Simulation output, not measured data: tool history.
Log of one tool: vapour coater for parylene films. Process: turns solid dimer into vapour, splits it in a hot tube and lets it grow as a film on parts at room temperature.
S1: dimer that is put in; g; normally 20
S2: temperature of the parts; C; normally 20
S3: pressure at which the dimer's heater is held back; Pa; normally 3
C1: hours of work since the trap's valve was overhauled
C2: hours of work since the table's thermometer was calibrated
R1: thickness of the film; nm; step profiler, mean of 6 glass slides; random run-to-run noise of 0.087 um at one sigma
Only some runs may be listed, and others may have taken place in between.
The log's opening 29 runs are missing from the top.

| run | hour | S1 | S2 | S3 | C1 | C2 | R1 |
|---|---|---|---|---|---|---|---|
| 30 | 646.3 | 10 | 16 | 2.46 | 70 | 546 | 5910 |
| 31 | 672.8 | 26 | 23 | 5.58 | 81 | 557 | 11640 |
| 32 | 689.5 | 16 | 13 | 4.77 | 88 | 564 | 9440 |
| 33 | 713.3 | 16 | 18 | 4.77 | 97 | 574 | 8320 |
| 34 | 734.6 | 26 | 21 | 9.1 | 106 | 582 | 11380 |
| 35 | 761.9 | 26 | 20 | 7.21 | 117 | 594 | 12030 |
| 36 | 779.9 | 8 | 21 | 5.13 | 125 | 601 | 3770 |
| 37 | 795.1 | 8 | 21 | 7.68 | 131 | 607 | 3640 |

Here are 5 independent what-if runs from the current tool condition. What would each one return?
| A | 823 | 20 | 13 | 3 | 142 | 619 | ? |
| B | 823 | 11 | 21 | 7.68 | 142 | 619 | ? |
| C | 823 | 8 | 17 | 3.56 | 142 | 619 | ? |
| D | 823 | 20 | 20 | 5.49 | 142 | 619 | ? |
| E | 823 | 20 | 20 | 5.39 | 142 | 619 | ? |

| run | R1 |
|---|---|
| A | 12440 |
| B | 4900 |
| C | 4380 |
| D | 9490 |
| E | 9550 |
With no hidden state in the tool, these same runs would have given:
| run | R1 |
|---|---|
| A | 12770 |
| B | 5030 |
| C | 4500 |
| D | 9740 |
| E | 9810 |
